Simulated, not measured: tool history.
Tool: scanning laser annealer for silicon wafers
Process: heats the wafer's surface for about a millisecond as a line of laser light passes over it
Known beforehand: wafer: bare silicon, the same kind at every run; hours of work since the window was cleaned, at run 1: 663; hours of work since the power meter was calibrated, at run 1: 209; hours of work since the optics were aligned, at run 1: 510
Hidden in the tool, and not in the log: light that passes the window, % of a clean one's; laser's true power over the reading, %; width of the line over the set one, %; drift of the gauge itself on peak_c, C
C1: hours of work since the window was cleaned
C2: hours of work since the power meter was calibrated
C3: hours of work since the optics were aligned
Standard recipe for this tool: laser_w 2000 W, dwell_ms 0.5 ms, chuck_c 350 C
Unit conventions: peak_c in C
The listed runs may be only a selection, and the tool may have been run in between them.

{"run": 1, "day": 0.0, "laser_w": 2000, "dwell_ms": 0.5, "chuck_c": 350, "C1": 663, "C2": 209, "C3": 510, "peak_c": 1060}
{"run": 2, "day": 2.929, "laser_w": 2000, "dwell_ms": 0.5, "chuck_c": 350, "C1": 701, "C2": 248, "C3": 549, "peak_c": 1061}
{"run": 3, "day": 4.804, "laser_w": 2000, "dwell_ms": 0.5, "chuck_c": 350, "C1": 725, "C2": 272, "C3": 573, "peak_c": 1059}
{"run": 4, "day": 7.267, "laser_w": 2000, "dwell_ms": 0.376, "chuck_c": 350, "C1": 757, "C2": 304, "C3": 605, "peak_c": 952}
{"run": 5, "day": 9.312, "laser_w": 2000, "dwell_ms": 0.376, "chuck_c": 350, "C1": 784, "C2": 331, "C3": 632, "peak_c": 951}
{"run": 6, "day": 12.004, "laser_w": 2000, "dwell_ms": 0.376, "chuck_c": 350, "C1": 819, "C2": 366, "C3": 667, "peak_c": 950}
{"run": 7, "day": 13.483, "laser_w": 2000, "dwell_ms": 0.5, "chuck_c": 350, "C1": 838, "C2": 385, "C3": 686, "peak_c": 1060}
{"run": 8, "day": 14.921, "laser_w": 2000, "dwell_ms": 0.5, "chuck_c": 350, "C1": 857, "C2": 404, "C3": 705, "peak_c": 1055}
{"day": 15.342, "done": "window over the wafer cleaned"}
{"run": 9, "day": 17.308, "laser_w": 2000, "dwell_ms": 0.5, "chuck_c": 350, "C1": 26, "C2": 434, "C3": 735, "peak_c": 1058}
{"run": 10, "day": 18.992, "laser_w": 2000, "dwell_ms": 0.5, "chuck_c": 350, "C1": 48, "C2": 456, "C3": 757, "peak_c": 1059}
{"run": 11, "day": 20.675, "laser_w": 2165, "dwell_ms": 0.5, "chuck_c": 350, "C1": 69, "C2": 478, "C3": 779, "peak_c": 1137}
{"run": 12, "day": 23.833, "laser_w": 2165, "dwell_ms": 0.5, "chuck_c": 350, "C1": 111, "C2": 519, "C3": 820, "peak_c": 1140}
{"run": 13, "day": 25.733, "laser_w": 2000, "dwell_ms": 0.5, "chuck_c": 350, "C1": 135, "C2": 544, "C3": 845, "peak_c": 1058}
{"run": 14, "day": 28.979, "laser_w": 2000, "dwell_ms": 0.5, "chuck_c": 350, "C1": 178, "C2": 586, "C3": 887, "peak_c": 1057}
{"run": 15, "day": 31.938, "laser_w": 2000, "dwell_ms": 0.5, "chuck_c": 350, "C1": 216, "C2": 624, "C3": 925, "peak_c": 1060}
{"run": 16, "day": 34.408, "laser_w": 2000, "dwell_ms": 0.5, "chuck_c": 337, "C1": 248, "C2": 657, "C3": 958, "peak_c": 1045}
{"run": 17, "day": 36.029, "laser_w": 2000, "dwell_ms": 0.5, "chuck_c": 337, "C1": 269, "C2": 678, "C3": 979, "peak_c": 1043}
{"run": 18, "day": 37.721, "laser_w": 2000, "dwell_ms": 0.5, "chuck_c": 337, "C1": 292, "C2": 700, "C3": 1001, "peak_c": 1047}
{"run": 19, "day": 40.571, "laser_w": 2181, "dwell_ms": 0.5, "chuck_c": 350, "C1": 329, "C2": 737, "C3": 1038, "peak_c": 1145}
{"run": 20, "day": 43.458, "laser_w": 2000, "dwell_ms": 0.5, "chuck_c": 350, "C1": 366, "C2": 774, "C3": 1076, "peak_c": 1059}
{"run": 21, "day": 45.575, "laser_w": 2000, "dwell_ms": 0.5, "chuck_c": 350, "C1": 394, "C2": 802, "C3": 1103, "peak_c": 1062}
{"run": 22, "day": 48.233, "laser_w": 2052, "dwell_ms": 0.508, "chuck_c": 323, "C1": 428, "C2": 837, "C3": 1138, "peak_c": 1065}
{"run": 23, "day": 50.583, "laser_w": 2052, "dwell_ms": 0.508, "chuck_c": 323, "C1": 459, "C2": 867, "C3": 1168, "peak_c": 1063}
{"run": 24, "day": 52.412, "laser_w": 2000, "dwell_ms": 0.5, "chuck_c": 353, "C1": 483, "C2": 891, "C3": 1192, "peak_c": 1062}
{"run": 25, "day": 54.179, "laser_w": 2000, "dwell_ms": 0.5, "chuck_c": 353, "C1": 506, "C2": 914, "C3": 1215, "peak_c": 1063}
{"run": 26, "day": 57.396, "laser_w": 2000, "dwell_ms": 0.5, "chuck_c": 353, "C1": 548, "C2": 956, "C3": 1257, "peak_c": 1062}
{"run": 27, "day": 60.046, "laser_w": 2000, "dwell_ms": 0.5, "chuck_c": 353, "C1": 582, "C2": 991, "C3": 1292, "peak_c": 1063}
{"run": 28, "day": 61.688, "laser_w": 2000, "dwell_ms": 0.5, "chuck_c": 353, "C1": 604, "C2": 1012, "C3": 1313, "peak_c": 1061}
{"run": 29, "day": 64.062, "laser_w": 2000, "dwell_ms": 0.5, "chuck_c": 353, "C1": 635, "C2": 1043, "C3": 1344, "peak_c": 1065}
{"day": 64.692, "done": "optics aligned, line set to its width"}
{"run": 30, "day": 66.571, "laser_w": 2000, "dwell_ms": 0.5, "chuck_c": 353, "C1": 665, "C2": 1073, "C3": 24, "peak_c": 1062}
{"run": 31, "day": 68.046, "laser_w": 1985, "dwell_ms": 0.363, "chuck_c": 366, "C1": 684, "C2": 1092, "C3": 44, "peak_c": 950}
{"run": 32, "day": 71.192, "laser_w": 1885, "dwell_ms": 0.528, "chuck_c": 312, "C1": 725, "C2": 1133, "C3": 85, "peak_c": 988}
{"run": 33, "day": 74.008, "laser_w": 1862, "dwell_ms": 0.356, "chuck_c": 360, "C1": 762, "C2": 1170, "C3": 121, "peak_c": 893}
{"run": 34, "day": 77.017, "laser_w": 1862, "dwell_ms": 0.356, "chuck_c": 360, "C1": 801, "C2": 1209, "C3": 161, "peak_c": 889}
{"run": 35, "day": 79.679, "laser_w": 1915, "dwell_ms": 0.356, "chuck_c": 389, "C1": 835, "C2": 1244, "C3": 195, "peak_c": 939}
{"run": 36, "day": 81.371, "laser_w": 1807, "dwell_ms": 0.525, "chuck_c": 350, "C1": 857, "C2": 1266, "C3": 217, "peak_c": 986}
{"day": 81.925, "done": "window over the wafer cleaned"}
{"run": 37, "day": 83.238, "laser_w": 1828, "dwell_ms": 0.36, "chuck_c": 317, "C1": 17, "C2": 1289, "C3": 240, "peak_c": 835}
{"run": 38, "day": 85.562, "laser_w": 1768, "dwell_ms": 0.445, "chuck_c": 339, "C1": 47, "C2": 1319, "C3": 271, "peak_c": 901}
{"run": 39, "day": 88.767, "laser_w": 1768, "dwell_ms": 0.445, "chuck_c": 339, "C1": 89, "C2": 1361, "C3": 313, "peak_c": 903}
{"run": 40, "day": 90.146, "laser_w": 2050, "dwell_ms": 0.426, "chuck_c": 321, "C1": 107, "C2": 1379, "C3": 331, "peak_c": 990}
{"run": 41, "day": 92.658, "laser_w": 2050, "dwell_ms": 0.426, "chuck_c": 321, "C1": 140, "C2": 1412, "C3": 363, "peak_c": 988}

Below are 3 alternative next runs, each starting from the tool's condition after run 41. Predict each:
{"run": "A", "day": 94.533, "laser_w": 2000, "dwell_ms": 0.5, "chuck_c": 316, "C1": 164, "C2": 1436, "C3": 388, "peak_c": "?"}
{"run": "B", "day": 94.533, "laser_w": 1879, "dwell_ms": 0.563, "chuck_c": 370, "C1": 164, "C2": 1436, "C3": 388, "peak_c": "?"}
{"run": "C", "day": 94.533, "laser_w": 2129, "dwell_ms": 0.358, "chuck_c": 334, "C1": 164, "C2": 1436, "C3": 388, "peak_c": "?"}

run=A peak_c=1025
run=B peak_c=1068
run=C peak_c=972
Without the tool's hidden state the same runs would have given:
run=A peak_c=1025
run=B peak_c=1068
run=C peak_c=972
